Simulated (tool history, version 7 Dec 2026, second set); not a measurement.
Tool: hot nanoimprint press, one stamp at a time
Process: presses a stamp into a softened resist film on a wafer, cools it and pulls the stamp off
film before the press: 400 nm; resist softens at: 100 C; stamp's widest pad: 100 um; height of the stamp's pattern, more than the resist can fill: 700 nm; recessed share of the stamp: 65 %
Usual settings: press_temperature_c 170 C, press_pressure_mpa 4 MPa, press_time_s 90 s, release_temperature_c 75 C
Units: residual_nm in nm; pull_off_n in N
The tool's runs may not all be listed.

run    hour  press_temperature_c  press_pressure_mpa  press_time_s  release_temperature_c  residual_nm  pull_off_n
  1       0                  170                   4            90                     75        234.5         211
  2      48                  170                   4            90                     75        234.9         214
  3      99                  170                   4            90                     75        234.1         216
  4   152.6                  170                   4            90                     75        233.8         214
      174.4  -- stamp cleaned and given a new release coat
  5   189.5                  170                   4            90                     75        233.6         212
  6   238.2                  170                   4            90                     75        233.6         219
  7   283.9                  170                   4            90                     75        233.3         213
  8   309.3                  170                   4            90                     75        232.9         215
  9   357.9                  170                   4            90                     75        232.7         214
 10   409.8                  170                6.03            90                     75        200.9         217
      447.6  -- stamp cleaned and given a new release coat
 11   466.8                  170                6.03            90                     75        200.9         216
 12   517.4                  170                6.03            90                     75        201.4         215
 13   560.7                  170                6.03            90                     75        200.7         217
      572.9  -- plate thermocouple calibrated
 14   616.6                  170                   4            90                     73        231.8         225
 15   646.9                  170                   4            90                     75        233.3         212
 16   688.4                  170                5.27            90                     67        210.8         256
        724  -- stamp cleaned and given a new release coat
 17   744.2                  170                5.27            90                     67        209.4         254
 18     794                  182                3.94           147                     74        139.6         218
 19   818.9                  182                2.96            94                     74        188.9         222
 20   860.2                  169                   4            90                     82          237         183
 21   887.8                  169                   4            90                     82        237.4         182
 22   930.2                  169                   4            90                     82        238.4         179
 23     966                  161                2.56           159                     77        276.8         202
     1000.1  -- stamp cleaned and given a new release coat
 24  1011.2                  176                4.62            89                     66        187.9         256
 25  1070.6                  176                2.52            89                     66        235.1         260
 26  1100.2                  170                2.49            90                     64        267.5         268
     1126.1  -- gauge calibrated
 27  1126.2                  170                3.07            62                     75        284.1         217
 28  1181.9                  170                3.07            62                     75        282.5         212
 29  1237.8                  170                3.53            62                     75        271.9         211

The same runs without the tool's hidden state, with the same run-to-run variation:
The hidden state here: true temperature over the reading, C; pressure that arrives at the usual setting, %; grip of the stamp's worn release coat, % over a new coat's; drift of the gauge itself on residual_nm, %; drift of the gauge itself on pull_off_n, %.
run  residual_nm
  1        234.4
  2        234.9
  3        234.3
  4        234.1
  5          234
  6        234.2
  7          234
  8        233.6
  9        233.5
 10        201.7
 11        201.9
 12        202.5
 13        201.9
 14        233.8
 15        235.4
 16        212.8
 17        211.5
 18        141.1
 19          191
 20        239.8
 21        240.2
 22        241.3
 23        280.4
 24        190.4
 25        238.4
 26        271.5
 27        283.8
 28        282.5
 29        272.1
pull_off_n: within 1 N of the measured result in every run.
